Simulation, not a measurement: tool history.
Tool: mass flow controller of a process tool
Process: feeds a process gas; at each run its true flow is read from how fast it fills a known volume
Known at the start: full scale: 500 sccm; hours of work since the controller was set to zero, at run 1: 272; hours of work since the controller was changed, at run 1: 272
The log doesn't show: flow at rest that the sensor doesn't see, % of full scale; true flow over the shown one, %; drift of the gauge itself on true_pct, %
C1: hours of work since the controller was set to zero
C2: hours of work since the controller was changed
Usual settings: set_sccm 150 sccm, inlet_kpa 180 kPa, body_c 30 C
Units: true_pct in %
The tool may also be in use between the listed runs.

{"run": 1, "hour": 0.0, "set_sccm": 150, "inlet_kpa": 180, "body_c": 30, "C1": 272, "C2": 272, "true_pct": 99.22}
{"run": 2, "hour": 181.7, "set_sccm": 150, "inlet_kpa": 180, "body_c": 30, "C1": 330, "C2": 330, "true_pct": 99.06}
{"run": 3, "hour": 445.2, "set_sccm": 150, "inlet_kpa": 180, "body_c": 30, "C1": 413, "C2": 413, "true_pct": 99.07}
{"run": 4, "hour": 660.8, "set_sccm": 150, "inlet_kpa": 180, "body_c": 30, "C1": 480, "C2": 480, "true_pct": 99.23}
{"run": 5, "hour": 927.8, "set_sccm": 436, "inlet_kpa": 180, "body_c": 30, "C1": 564, "C2": 564, "true_pct": 99.96}
{"run": 6, "hour": 1163.7, "set_sccm": 150, "inlet_kpa": 180, "body_c": 27, "C1": 639, "C2": 639, "true_pct": 98.92}
{"run": 7, "hour": 1378.5, "set_sccm": 150, "inlet_kpa": 180, "body_c": 27, "C1": 706, "C2": 706, "true_pct": 98.8}
{"run": 8, "hour": 1659.5, "set_sccm": 150, "inlet_kpa": 180, "body_c": 27, "C1": 795, "C2": 795, "true_pct": 98.75}
{"run": 9, "hour": 1783.1, "set_sccm": 150, "inlet_kpa": 180, "body_c": 27, "C1": 834, "C2": 834, "true_pct": 98.77}
{"run": 10, "hour": 1942.4, "set_sccm": 150, "inlet_kpa": 180, "body_c": 30, "C1": 884, "C2": 884, "true_pct": 98.85}
{"run": 11, "hour": 2115.1, "set_sccm": 150, "inlet_kpa": 180, "body_c": 30, "C1": 938, "C2": 938, "true_pct": 98.73}
{"run": 12, "hour": 2267.1, "set_sccm": 150, "inlet_kpa": 180, "body_c": 30, "C1": 986, "C2": 986, "true_pct": 98.79}
{"run": 13, "hour": 2524.2, "set_sccm": 150, "inlet_kpa": 180, "body_c": 30, "C1": 1067, "C2": 1067, "true_pct": 98.73}
{"run": 14, "hour": 2764.2, "set_sccm": 150, "inlet_kpa": 180, "body_c": 30, "C1": 1143, "C2": 1143, "true_pct": 98.69}
{"run": 15, "hour": 3029.1, "set_sccm": 128, "inlet_kpa": 180, "body_c": 29, "C1": 1226, "C2": 1226, "true_pct": 98.62}
{"run": 16, "hour": 3294.5, "set_sccm": 471, "inlet_kpa": 257, "body_c": 29, "C1": 1310, "C2": 1310, "true_pct": 99.92}
{"hour": 3315.1, "done": "controller's zero set anew"}
{"run": 17, "hour": 3471.9, "set_sccm": 88, "inlet_kpa": 207, "body_c": 23, "C1": 49, "C2": 1365, "true_pct": 97.5}
{"run": 18, "hour": 3680.9, "set_sccm": 155, "inlet_kpa": 180, "body_c": 32, "C1": 115, "C2": 1431, "true_pct": 98.36}
{"run": 19, "hour": 3815.3, "set_sccm": 182, "inlet_kpa": 220, "body_c": 35, "C1": 158, "C2": 1473, "true_pct": 98.76}
{"run": 20, "hour": 3938.2, "set_sccm": 92, "inlet_kpa": 180, "body_c": 40, "C1": 196, "C2": 1512, "true_pct": 97.86}
{"run": 21, "hour": 4172.5, "set_sccm": 53, "inlet_kpa": 165, "body_c": 20, "C1": 270, "C2": 1586, "true_pct": 96.32}
{"hour": 4222.3, "done": "controller's zero set anew, once more"}
{"run": 22, "hour": 4323.4, "set_sccm": 53, "inlet_kpa": 165, "body_c": 20, "C1": 32, "C2": 1633, "true_pct": 97.82}
{"run": 23, "hour": 4532.2, "set_sccm": 53, "inlet_kpa": 165, "body_c": 20, "C1": 98, "C2": 1699, "true_pct": 97.85}
{"run": 24, "hour": 4790.7, "set_sccm": 53, "inlet_kpa": 165, "body_c": 20, "C1": 179, "C2": 1780, "true_pct": 97.82}
{"run": 25, "hour": 5053.8, "set_sccm": 53, "inlet_kpa": 165, "body_c": 20, "C1": 262, "C2": 1863, "true_pct": 97.72}
{"run": 26, "hour": 5291.2, "set_sccm": 334, "inlet_kpa": 240, "body_c": 28, "C1": 337, "C2": 1938, "true_pct": 99.37}
{"run": 27, "hour": 5482.3, "set_sccm": 334, "inlet_kpa": 240, "body_c": 28, "C1": 397, "C2": 1998, "true_pct": 99.35}
{"run": 28, "hour": 5702.7, "set_sccm": 150, "inlet_kpa": 161, "body_c": 37, "C1": 466, "C2": 2068, "true_pct": 98.82}

Forecast each of these 5 alternatives for the next run:
{"run": "A", "hour": 5833.7, "set_sccm": 112, "inlet_kpa": 268, "body_c": 30, "C1": 507, "C2": 2109, "true_pct": "?"}
{"run": "B", "hour": 5833.7, "set_sccm": 150, "inlet_kpa": 167, "body_c": 28, "C1": 507, "C2": 2109, "true_pct": "?"}
{"run": "C", "hour": 5833.7, "set_sccm": 97, "inlet_kpa": 147, "body_c": 30, "C1": 507, "C2": 2109, "true_pct": "?"}
{"run": "D", "hour": 5833.7, "set_sccm": 399, "inlet_kpa": 180, "body_c": 36, "C1": 507, "C2": 2109, "true_pct": "?"}
{"run": "E", "hour": 5833.7, "set_sccm": 251, "inlet_kpa": 174, "body_c": 36, "C1": 507, "C2": 2109, "true_pct": "?"}

run=A true_pct=98.65
run=B true_pct=98.46
run=C true_pct=98.25
run=D true_pct=99.67
run=E true_pct=99.16
Without the tool's hidden state the same runs would have given:
run=A true_pct=99.45
run=B true_pct=99.16
run=C true_pct=99.11
run=D true_pct=100.19
run=E true_pct=99.75
